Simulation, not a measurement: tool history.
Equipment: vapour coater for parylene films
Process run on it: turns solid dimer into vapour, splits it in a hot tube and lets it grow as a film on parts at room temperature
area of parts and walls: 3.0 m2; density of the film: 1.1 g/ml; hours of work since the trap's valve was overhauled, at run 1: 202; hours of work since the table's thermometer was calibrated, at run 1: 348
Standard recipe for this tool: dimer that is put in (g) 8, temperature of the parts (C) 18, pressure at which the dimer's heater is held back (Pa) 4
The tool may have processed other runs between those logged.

| run | hour | dimer that is put in (g) | temperature of the parts (C) | pressure at which the dimer's heater is held back (Pa) | hours of work since the trap's valve was overhauled | hours of work since the table's thermometer was calibrated | thickness of the film (nm) |
|---|---|---|---|---|---|---|---|
| 1 | 0 | 8 | 18 | 4 | 202 | 348 | 1800 |
| 2 | 8.9 | 8 | 18 | 4 | 207 | 353 | 1810 |
| 3 | 18.5 | 8 | 18 | 4 | 212 | 358 | 1790 |
| 4 | 32.8 | 8 | 18 | 4 | 220 | 366 | 1750 |
| 5 | 43.6 | 8 | 18 | 4 | 226 | 372 | 1780 |
| 6 | 52.6 | 8 | 18 | 4 | 231 | 377 | 1750 |
| 7 | 59.5 | 8 | 18 | 4 | 235 | 381 | 1720 |
| 8 | 74 | 8 | 18 | 4 | 243 | 389 | 1740 |
| 9 | 84.5 | 8 | 18 | 4 | 249 | 395 | 1780 |

Run 10 is up next; what results do you expect?
| 10 | 91.1 | 7 | 18 | 3.42 | 253 | 399 | ? |

Logged for run 10: thickness of the film (nm) 1590.
The same run, on a tool lacking any hidden state, would have yielded thickness of the film (nm) 1770.

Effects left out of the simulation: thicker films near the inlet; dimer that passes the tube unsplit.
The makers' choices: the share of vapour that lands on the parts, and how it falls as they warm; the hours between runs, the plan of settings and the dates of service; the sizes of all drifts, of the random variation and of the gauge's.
